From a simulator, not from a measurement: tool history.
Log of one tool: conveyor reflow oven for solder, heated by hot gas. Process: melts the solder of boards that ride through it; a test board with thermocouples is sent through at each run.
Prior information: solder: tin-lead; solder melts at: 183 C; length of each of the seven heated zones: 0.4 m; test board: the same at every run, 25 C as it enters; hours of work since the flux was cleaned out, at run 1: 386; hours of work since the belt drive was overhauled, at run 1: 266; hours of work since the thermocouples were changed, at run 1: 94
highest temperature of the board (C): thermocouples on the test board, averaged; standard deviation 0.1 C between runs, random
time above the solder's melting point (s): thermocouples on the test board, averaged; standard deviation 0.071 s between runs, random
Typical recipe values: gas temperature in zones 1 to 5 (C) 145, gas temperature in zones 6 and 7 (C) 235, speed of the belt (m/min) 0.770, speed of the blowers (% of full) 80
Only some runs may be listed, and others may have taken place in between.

run,hour,gas temperature in zones 1 to 5 (C),gas temperature in zones 6 and 7 (C),speed of the belt (m/min),speed of the blowers (% of full),hours of work since the flux was cleaned out,hours of work since the belt drive was overhauled,hours of work since the thermocouples were changed,highest temperature of the board (C),time above the solder's melting point (s)
1,0.0,145,235,0.770,80,386,266,94,219.6,50.53
2,21.3,145,235,0.770,80,402,282,110,219.8,50.43
3,40.2,145,235,0.770,60,416,297,124,214.8,46.61
# hour 52.9: flux residue cleaned out of gas plates and filters
4,73.3,145,235,0.770,60,16,318,146,216.6,48.07
5,87.5,148,235,0.770,80,26,329,157,222.0,52.80
6,109.3,148,235,0.770,80,43,346,173,221.9,52.94
# hour 114.9: belt drive overhauled, speed set with a stopwatch
7,125.4,148,235,0.770,80,52,8,183,221.9,53.09
8,143.0,148,235,0.770,80,66,22,196,222.1,53.04
9,166.1,145,231,0.775,80,83,39,214,218.0,49.42
10,188.3,148,229,0.770,80,100,56,231,216.6,50.19
11,210.5,148,229,0.770,80,117,73,248,216.8,50.25

Hidden condition of the tool, last listed run before each entry between runs versus first listed run after:
Runs 3 to 4: flux residue cleaned out of gas plates and filters (hour 52.9)
  heat that the gas passes to the board, % of a clean oven's: 92.1 -> 99.1; belt's true speed, % of the reading: 99.59 -> 99.57; true gas temperature in zones 6 and 7 over the reading, C: 0.23 -> 0.31
  the result without the hidden state subtracted from the measured one, highest temperature of the board (C): -1.5 -> +0.2; time above the solder's melting point (s): -1.14 -> +0.32
Runs 6 to 7: belt drive overhauled, speed set with a stopwatch (hour 114.9)
  heat that the gas passes to the board, % of a clean oven's: 98.6 -> 98.5; belt's true speed, % of the reading: 99.54 -> 99.24; true gas temperature in zones 6 and 7 over the reading, C: 0.39 -> 0.42
  the result without the hidden state subtracted from the measured one, highest temperature of the board (C): +0.1 -> +0.2; time above the solder's melting point (s): +0.29 -> +0.50

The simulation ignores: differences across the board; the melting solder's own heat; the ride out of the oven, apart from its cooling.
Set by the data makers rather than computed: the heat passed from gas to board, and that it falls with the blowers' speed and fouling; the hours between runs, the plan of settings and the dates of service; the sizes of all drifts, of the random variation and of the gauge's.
